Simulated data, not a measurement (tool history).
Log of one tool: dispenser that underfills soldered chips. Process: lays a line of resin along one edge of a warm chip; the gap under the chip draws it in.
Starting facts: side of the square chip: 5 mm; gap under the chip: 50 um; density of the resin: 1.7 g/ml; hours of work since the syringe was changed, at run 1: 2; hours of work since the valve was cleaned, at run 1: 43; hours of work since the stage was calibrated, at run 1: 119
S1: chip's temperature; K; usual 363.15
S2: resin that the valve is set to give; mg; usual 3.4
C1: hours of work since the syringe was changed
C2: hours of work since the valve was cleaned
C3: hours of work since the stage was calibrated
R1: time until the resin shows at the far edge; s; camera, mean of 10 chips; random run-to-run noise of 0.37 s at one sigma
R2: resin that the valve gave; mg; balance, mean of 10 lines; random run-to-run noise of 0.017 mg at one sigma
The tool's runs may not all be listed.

run 1 hour=0 | S1=363.15 S2=3.4 | C1=2 C2=43 C3=119 | R1=24 R2=3.33
-- hour=6.9 new syringe of resin
run 2 hour=9.4 | S1=363.15 S2=3.4 | C1=2 C2=49 C3=125 | R1=24.2 R2=3.24
-- hour=15.9 new syringe of resin
run 3 hour=22.1 | S1=363.15 S2=3.4 | C1=4 C2=57 C3=134 | R1=28.1 R2=3.28
-- hour=25 new syringe of resin
-- hour=32.9 dispensing valve cleaned and set on the balance
-- hour=34.7 new syringe of resin
run 4 hour=36.5 | S1=363.15 S2=3.4 | C1=1 C2=2 C3=142 | R1=23.6 R2=3.41
-- hour=43.2 new syringe of resin
run 5 hour=44.6 | S1=363.15 S2=3.4 | C1=1 C2=8 C3=147 | R1=23.7 R2=3.36
-- hour=52.1 new syringe of resin
run 6 hour=57.6 | S1=363.15 S2=3.4 | C1=4 C2=16 C3=156 | R1=28.1 R2=3.36
-- hour=61.1 new syringe of resin
run 7 hour=68.1 | S1=363.15 S2=3.82 | C1=5 C2=23 C3=163 | R1=28.7 R2=3.77
-- hour=70.5 new syringe of resin
-- hour=79.6 new syringe of resin
run 8 hour=79.7 | S1=354.15 S2=4.01 | C1=0 C2=30 C3=170 | R1=29.4 R2=3.91
-- hour=88.3 new syringe of resin
run 9 hour=88.6 | S1=354.15 S2=4.01 | C1=0 C2=36 C3=176 | R1=29 R2=3.92
-- hour=97.1 new syringe of resin
run 10 hour=100.4 | S1=354.15 S2=4.01 | C1=2 C2=44 C3=184 | R1=32 R2=3.86
-- hour=105.9 new syringe of resin
run 11 hour=107.7 | S1=354.15 S2=4.01 | C1=1 C2=49 C3=189 | R1=30.8 R2=3.9

Measured less the same run without the tool's hidden state. The same run-to-run variation is in both; the gauge's scatter may not be:
Hidden state present: resin's viscosity, % of fresh resin's; dose that the valve gives, % of what is set; true chip temperature over the reading, C; drift of the gauge itself on fill_s, %; drift of the gauge itself on given_mg, %.
run=1 R1=+2.2 R2=-0.09
run=2 R1=+2.9 R2=-0.11
run=3 R1=+6.8 R2=-0.12
run=4 R1=+2.1 R2=-0.01
run=5 R1=+2.2 R2=-0.01
run=6 R1=+5.9 R2=-0.04
run=7 R1=+7.2 R2=-0.06
run=8 R1=+1.2 R2=-0.08
run=9 R1=+0.8 R2=-0.09
run=10 R1=+4.5 R2=-0.11
run=11 R1=+2.8 R2=-0.12

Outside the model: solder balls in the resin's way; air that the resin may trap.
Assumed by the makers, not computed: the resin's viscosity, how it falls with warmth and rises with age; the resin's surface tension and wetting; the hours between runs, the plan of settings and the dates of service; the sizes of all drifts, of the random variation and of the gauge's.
